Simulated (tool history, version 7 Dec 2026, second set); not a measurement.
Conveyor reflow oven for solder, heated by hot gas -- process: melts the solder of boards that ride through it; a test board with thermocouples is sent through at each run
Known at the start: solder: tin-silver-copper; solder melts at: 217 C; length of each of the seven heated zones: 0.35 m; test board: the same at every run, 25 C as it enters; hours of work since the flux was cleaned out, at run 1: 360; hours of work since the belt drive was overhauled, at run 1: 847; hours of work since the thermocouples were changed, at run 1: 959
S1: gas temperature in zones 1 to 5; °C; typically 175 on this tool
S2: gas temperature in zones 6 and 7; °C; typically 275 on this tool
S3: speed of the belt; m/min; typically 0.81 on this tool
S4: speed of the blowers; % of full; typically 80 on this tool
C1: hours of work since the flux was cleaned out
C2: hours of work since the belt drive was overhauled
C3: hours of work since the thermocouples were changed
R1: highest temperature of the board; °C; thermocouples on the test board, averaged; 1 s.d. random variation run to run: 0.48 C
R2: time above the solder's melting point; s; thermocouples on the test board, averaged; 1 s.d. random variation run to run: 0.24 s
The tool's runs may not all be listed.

run	hour	S1	S2	S3	S4	C1	C2	C3	R1	R2
1	0	175	275	0.81	80	360	847	959	252.6	38.7
2	29.1	175	275	0.81	80	375	863	975	252.5	39
# hour 58.9: flux residue cleaned out of gas plates and filters
3	85.5	175	275	0.81	80	14	890	1002	254.7	40.2
4	112.9	175	275	0.81	76	29	905	1017	254.4	40
5	146.1	183	275	0.81	80	46	922	1034	256.8	43
6	177.6	183	275	0.81	80	63	939	1051	256.4	43.3
7	217.5	175	275	0.792	80	84	960	1072	255.5	41.5
8	245.4	175	288	0.81	80	99	975	1087	264.9	44.7
9	290.7	175	288	0.81	80	123	999	1111	266	44.6
10	341.8	175	288	0.81	80	150	1026	1138	264.7	44.7
11	391.1	175	288	0.81	80	177	1053	1164	264.4	44.3
12	433.2	175	288	0.81	80	199	1075	1187	264.8	44.5
13	484.1	175	288	0.81	80	226	1102	1214	263.3	44.4
14	528.2	175	275	0.81	80	249	1125	1237	253.4	39.6
15	566.4	175	275	0.81	80	270	1146	1258	253	39.5
16	606.4	167	275	0.824	80	291	1167	1279	249.5	35.6
17	637.8	175	281	0.81	80	308	1184	1296	257.7	41.7
18	663.8	169	285	0.969	87	321	1197	1309	253.3	31.4
19	709.7	169	285	0.969	87	346	1222	1334	253.4	31.2
20	741.5	186	282	0.969	61	363	1239	1351	247.2	31.1
21	764.7	186	282	0.969	61	375	1251	1363	247.3	31.1
# hour 795.3: flux residue cleaned out of gas plates and filters
22	818.5	163	282	0.969	67	12	1277	1389	246.1	26.8
# hour 859.7: thermocouples of zones 6 and 7 changed
23	859.7	163	276	0.668	67	33	1298	0	260.3	49.1
24	910	163	289	0.681	67	60	1325	27	270.5	53
25	945.8	163	289	0.681	67	79	1344	46	270.2	53.2
26	983.3	175	275	0.81	82	99	1364	66	258.2	41.7
27	1024.1	175	275	0.81	82	121	1385	87	257.4	41.6
28	1057.2	161	265	0.81	78	138	1403	105	244.6	32.1
29	1106.3	161	265	0.81	78	164	1429	131	244.5	31.9
30	1131.4	161	265	0.81	78	178	1442	144	244.6	31.8

Predict each of these 5 candidate next runs independently; none follows another, all start after run 30:
A	1153.1	161	279	0.81	78	189	1454	156	?	?
B	1153.1	175	268	0.81	69	189	1454	156	?	?
C	1153.1	175	275	0.837	80	189	1454	156	?	?
D	1153.1	163	275	0.81	80	189	1454	156	?	?
E	1153.1	161	277	0.841	54	189	1454	156	?	?

run	R1	R2
A	256.2	38.2
B	248.1	36.5
C	254.4	39.3
D	253.7	37.2
E	244.2	29.7
Stripped of hidden state, with their random variation kept, the same runs would have yielded:
run	R1	R2
A	257.9	38.4
B	249.5	36.8
C	255.9	39.4
D	255.4	37.4
E	245.4	30
